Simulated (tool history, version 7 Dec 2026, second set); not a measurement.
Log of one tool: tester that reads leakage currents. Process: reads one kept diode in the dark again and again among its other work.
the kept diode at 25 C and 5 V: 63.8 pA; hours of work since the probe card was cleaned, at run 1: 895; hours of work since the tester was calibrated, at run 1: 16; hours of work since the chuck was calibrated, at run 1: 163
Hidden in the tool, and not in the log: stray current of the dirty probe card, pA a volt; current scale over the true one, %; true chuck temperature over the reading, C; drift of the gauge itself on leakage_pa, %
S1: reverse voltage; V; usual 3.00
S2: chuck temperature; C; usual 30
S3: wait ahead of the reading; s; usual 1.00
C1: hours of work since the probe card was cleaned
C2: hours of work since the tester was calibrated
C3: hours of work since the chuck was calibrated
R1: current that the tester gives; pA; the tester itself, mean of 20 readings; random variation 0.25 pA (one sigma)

run,day,S1,S2,S3,C1,C2,C3,R1
1,0.000,3.00,30,1.00,895,16,163,82.00
2,4.288,3.00,30,1.00,942,63,210,81.67
3,7.050,3.00,30,1.00,972,93,240,81.73
4,9.804,3.00,30,1.00,1002,123,270,81.93
5,13.592,3.00,30,1.00,1043,165,312,81.14
6,17.558,3.00,30,1.00,1086,208,355,81.79
7,20.896,3.00,30,1.00,1123,244,391,81.41
8,25.617,3.00,30,2.32,1174,296,443,81.05
9,29.825,3.00,30,2.32,1220,342,488,80.80
10,32.992,3.00,30,2.32,1255,376,523,80.41
11,35.621,3.00,56,1.00,1283,405,552,551.83
12,38.733,3.00,30,1.00,1317,439,586,80.25
13,41.975,3.00,30,1.00,1353,474,621,80.79
14,46.588,3.00,30,1.00,1403,524,671,79.91
15,51.021,3.00,30,1.00,1451,573,720,80.07
16,53.429,3.00,30,0.36,1478,599,746,80.35
# day 55.833: chuck's temperature calibrated
17,57.192,3.00,30,0.36,1518,639,15,85.81
18,60.892,3.00,34,0.36,1558,679,55,116.28
19,63.975,2.00,42,1.00,1592,713,89,185.78
20,65.925,17.54,30,0.80,1613,734,110,169.40
# day 66.321: tester calibrated
21,70.700,18.45,31,1.00,1664,48,161,183.10
22,74.804,3.27,39,3.06,1709,92,206,173.51
23,77.308,3.27,39,3.06,1736,120,233,172.38
24,80.250,3.27,39,3.06,1768,152,265,172.59
25,84.725,3.27,39,3.06,1817,201,314,172.51
26,87.796,7.36,51,3.73,1850,234,348,547.29
# day 90.654: tester calibrated, once more
27,91.667,7.36,51,3.73,1892,11,389,545.04
28,94.275,7.36,51,3.73,1920,39,417,546.12
29,98.429,18.38,55,3.74,1965,85,463,986.00
30,103.042,2.38,30,6.42,2016,135,513,76.85
31,107.817,4.66,23,0.42,2068,187,565,58.82
32,110.696,1.86,30,1.44,2099,218,596,70.01
33,113.325,4.25,20,1.67,2128,247,625,44.48
34,117.854,4.25,20,1.67,2177,297,674,44.37
35,122.275,4.25,20,1.67,2225,345,723,43.96

5 ways to go on from here, each from the tool as it stands after run 35. What would each give?
A,125.096,18.30,32,2.57,2256,375,753,?
B,125.096,7.65,30,9.34,2256,375,753,?
C,125.096,2.40,34,0.46,2256,375,753,?
D,125.096,1.97,53,0.61,2256,375,753,?
E,125.096,4.25,20,2.16,2256,375,753,?

run,R1
A,195.98
B,117.93
C,103.69
D,393.46
E,44.26
Without the tool's hidden state the same runs would have given:
run,R1
A,176.21
B,111.42
C,104.64
D,406.27
E,39.73
